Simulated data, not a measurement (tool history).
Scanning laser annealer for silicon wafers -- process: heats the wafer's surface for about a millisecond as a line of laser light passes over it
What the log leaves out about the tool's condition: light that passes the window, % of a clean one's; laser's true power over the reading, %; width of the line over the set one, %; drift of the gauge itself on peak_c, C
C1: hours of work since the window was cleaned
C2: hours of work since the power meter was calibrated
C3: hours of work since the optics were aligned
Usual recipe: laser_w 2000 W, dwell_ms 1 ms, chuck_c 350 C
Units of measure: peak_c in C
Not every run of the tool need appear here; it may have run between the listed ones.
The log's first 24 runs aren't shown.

{"run": 25, "hour": 516.7, "laser_w": 2020, "dwell_ms": 1, "chuck_c": 380, "C1": 728, "C2": 426, "C3": 443, "peak_c": 1112}
{"run": 26, "hour": 540.7, "laser_w": 2020, "dwell_ms": 1, "chuck_c": 380, "C1": 740, "C2": 438, "C3": 455, "peak_c": 1111}
{"run": 27, "hour": 562.3, "laser_w": 2000, "dwell_ms": 0.95, "chuck_c": 362, "C1": 752, "C2": 449, "C3": 466, "peak_c": 1071}
{"run": 28, "hour": 580.2, "laser_w": 2014, "dwell_ms": 0.92, "chuck_c": 350, "C1": 761, "C2": 458, "C3": 476, "peak_c": 1053}
{"run": 29, "hour": 594.3, "laser_w": 2093, "dwell_ms": 0.78, "chuck_c": 350, "C1": 768, "C2": 466, "C3": 483, "peak_c": 1026}
{"run": 30, "hour": 606.3, "laser_w": 2000, "dwell_ms": 1, "chuck_c": 376, "C1": 774, "C2": 472, "C3": 489, "peak_c": 1102}
{"run": 31, "hour": 621.5, "laser_w": 1761, "dwell_ms": 1.13, "chuck_c": 374, "C1": 782, "C2": 479, "C3": 497, "peak_c": 1055}
{"run": 32, "hour": 637.5, "laser_w": 1761, "dwell_ms": 1.13, "chuck_c": 374, "C1": 790, "C2": 488, "C3": 505, "peak_c": 1052}
{"run": 33, "hour": 662.6, "laser_w": 2000, "dwell_ms": 1.1, "chuck_c": 314, "C1": 803, "C2": 500, "C3": 518, "peak_c": 1071}
{"run": 34, "hour": 676.7, "laser_w": 2000, "dwell_ms": 1.1, "chuck_c": 314, "C1": 810, "C2": 508, "C3": 525, "peak_c": 1072}
{"run": 35, "hour": 698.5, "laser_w": 2000, "dwell_ms": 1.1, "chuck_c": 314, "C1": 821, "C2": 519, "C3": 536, "peak_c": 1068}
{"run": 36, "hour": 714.4, "laser_w": 1753, "dwell_ms": 0.72, "chuck_c": 363, "C1": 829, "C2": 527, "C3": 544, "peak_c": 916}

Alternative continuations, all from the tool just after run 36; predict every row:
{"hour": 722.8, "done": "window over the wafer cleaned"}
{"run": "A", "hour": 732.5, "laser_w": 1969, "dwell_ms": 0.72, "chuck_c": 339, "C1": 5, "C2": 535, "C3": 552, "peak_c": "?"}
{"hour": 722.8, "done": "window over the wafer cleaned"}
{"run": "B", "hour": 732.5, "laser_w": 1867, "dwell_ms": 1, "chuck_c": 331, "C1": 5, "C2": 535, "C3": 552, "peak_c": "?"}
{"hour": 722.8, "done": "window over the wafer cleaned"}
{"run": "C", "hour": 732.5, "laser_w": 1753, "dwell_ms": 0.71, "chuck_c": 363, "C1": 5, "C2": 535, "C3": 552, "peak_c": "?"}
{"hour": 722.8, "done": "window over the wafer cleaned"}
{"run": "D", "hour": 732.5, "laser_w": 2000, "dwell_ms": 1.02, "chuck_c": 350, "C1": 5, "C2": 535, "C3": 552, "peak_c": "?"}
{"hour": 722.8, "done": "window over the wafer cleaned"}
{"run": "E", "hour": 732.5, "laser_w": 2001, "dwell_ms": 1.14, "chuck_c": 363, "C1": 5, "C2": 535, "C3": 552, "peak_c": "?"}

run=A peak_c=966
run=B peak_c=1019
run=C peak_c=921
run=D peak_c=1094
run=E peak_c=1140
Had the tool no hidden state, the same runs would have come out as:
run=A peak_c=970
run=B peak_c=1024
run=C peak_c=924
run=D peak_c=1099
run=E peak_c=1145

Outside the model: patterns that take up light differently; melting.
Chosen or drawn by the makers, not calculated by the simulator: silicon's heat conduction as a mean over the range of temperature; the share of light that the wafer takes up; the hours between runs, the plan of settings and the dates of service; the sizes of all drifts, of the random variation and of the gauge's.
